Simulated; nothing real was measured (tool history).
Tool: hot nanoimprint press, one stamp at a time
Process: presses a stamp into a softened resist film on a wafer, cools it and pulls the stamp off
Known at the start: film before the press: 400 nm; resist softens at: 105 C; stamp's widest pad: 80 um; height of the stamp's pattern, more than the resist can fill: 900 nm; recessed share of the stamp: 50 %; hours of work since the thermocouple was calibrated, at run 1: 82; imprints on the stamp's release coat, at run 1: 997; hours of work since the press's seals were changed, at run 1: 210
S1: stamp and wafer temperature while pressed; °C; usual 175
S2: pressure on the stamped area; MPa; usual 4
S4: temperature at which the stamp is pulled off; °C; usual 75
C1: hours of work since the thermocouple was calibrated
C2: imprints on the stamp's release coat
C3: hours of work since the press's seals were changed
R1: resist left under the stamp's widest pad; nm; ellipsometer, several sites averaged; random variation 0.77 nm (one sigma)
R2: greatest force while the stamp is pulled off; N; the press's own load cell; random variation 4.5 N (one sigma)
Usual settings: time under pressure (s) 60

Run 1, hour 0: usual settings; C1 82; C2 997; C3 210. Result: R1 181.4 nm, R2 255 N.
Run 2, hour 9.1: usual settings; C1 87; C2 1023; C3 216. Result: R1 181.7 nm, R2 249 N.
Run 3, hour 20.5: usual settings; C1 94; C2 1056; C3 223. Result: R1 181.4 nm, R2 254 N.
Run 4, hour 33.7: usual settings; C1 103; C2 1095; C3 231. Result: R1 182.1 nm, R2 264 N.
Run 5, hour 41.8: usual settings but S4 65 °C; C1 107; C2 1118; C3 236. Result: R1 181 nm, R2 301 N.
Run 6, hour 53.6: usual settings but S4 65 °C; C1 115; C2 1152; C3 243. Result: R1 181 nm, R2 311 N.
Run 7, hour 63.5: usual settings; C1 121; C2 1181; C3 249. Result: R1 180 nm, R2 257 N.
At hour 81.5: stamp cleaned and given a new release coat.
Run 8, hour 87.4: usual settings but time under pressure (s) 104; C1 132; C2 17; C3 260. Result: R1 144.8 nm, R2 223 N.
Run 9, hour 97.2: usual settings but time under pressure (s) 71; C1 138; C2 45; C3 266. Result: R1 168.7 nm, R2 218 N.
Run 10, hour 109.7: usual settings but time under pressure (s) 71; C1 145; C2 82; C3 273. Result: R1 171.1 nm, R2 218 N.
Run 11, hour 118: usual settings but time under pressure (s) 71; C1 150; C2 106; C3 279. Result: R1 170.2 nm, R2 224 N.
Run 12, hour 125.8: usual settings but time under pressure (s) 71; C1 155; C2 128; C3 283. Result: R1 169.9 nm, R2 225 N.
Run 13, hour 140.8: usual settings but time under pressure (s) 71; C1 164; C2 172; C3 292. Result: R1 170.9 nm, R2 228 N.
Run 14, hour 156.3: usual settings but time under pressure (s) 71; C1 174; C2 217; C3 302. Result: R1 170.8 nm, R2 231 N.
Run 15, hour 167.1: usual settings but time under pressure (s) 71; C1 180; C2 248; C3 309. Result: R1 170.5 nm, R2 231 N.
Run 16, hour 185.1: usual settings; C1 191; C2 300; C3 320. Result: R1 180.9 nm, R2 227 N.
Run 17, hour 196.6: usual settings but S4 63 °C; C1 198; C2 334; C3 327. Result: R1 182.2 nm, R2 280 N.
Run 18, hour 210.3: usual settings but S2 4.22 MPa, time under pressure (s) 49, S4 61 °C; C1 207; C2 374; C3 335. Result: R1 192.6 nm, R2 283 N.

Forecast run 19:
Run 19, hour 229.1: usual settings but S2 4.22 MPa, time under pressure (s) 49, S4 61 °C; C1 218; C2 428; C3 346. Result: R1 ?, R2 ?.

R1: 194.1 nm
R2: 286 N
Without the tool's hidden state the same run would have given R1 191.1 nm, R2 266 N.
